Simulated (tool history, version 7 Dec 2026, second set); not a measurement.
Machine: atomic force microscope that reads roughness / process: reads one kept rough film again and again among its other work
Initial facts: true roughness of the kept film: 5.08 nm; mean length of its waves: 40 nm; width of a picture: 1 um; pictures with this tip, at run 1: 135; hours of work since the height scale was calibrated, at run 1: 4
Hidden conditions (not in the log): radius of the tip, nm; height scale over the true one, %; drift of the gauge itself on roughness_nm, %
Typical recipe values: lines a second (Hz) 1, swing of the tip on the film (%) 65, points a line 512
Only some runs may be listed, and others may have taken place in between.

| run | hour | lines a second (Hz) | swing of the tip on the film (%) | points a line | pictures with this tip | hours of work since the height scale was calibrated | roughness of the kept film (nm (root mean square)) |
|---|---|---|---|---|---|---|---|
| 1 | 0.0 | 1 | 65 | 512 | 135 | 4 | 4.229 |
| 2 | 8.1 | 1 | 79 | 512 | 147 | 8 | 4.081 |
| 3 | 18.8 | 1 | 79 | 512 | 164 | 14 | 4.057 |
| 4 | 29.7 | 1 | 79 | 512 | 181 | 19 | 3.999 |
| 5 | 40.3 | 1 | 79 | 512 | 198 | 24 | 3.957 |
| 6 | 51.6 | 1 | 79 | 512 | 215 | 29 | 3.948 |
| 7 | 64.5 | 1 | 79 | 512 | 235 | 36 | 3.879 |

Run 8, settings as shown, results not yet in. Your forecast:
| 8 | 77.0 | 1 | 79 | 512 | 255 | 42 | ? |

{"run 8": {"roughness of the kept film (nm (root mean square))": 3.826}}
Were there no unlogged condition in the tool, this run, its random variation unchanged, would have produced roughness of the kept film (nm (root mean square)) 4.454.

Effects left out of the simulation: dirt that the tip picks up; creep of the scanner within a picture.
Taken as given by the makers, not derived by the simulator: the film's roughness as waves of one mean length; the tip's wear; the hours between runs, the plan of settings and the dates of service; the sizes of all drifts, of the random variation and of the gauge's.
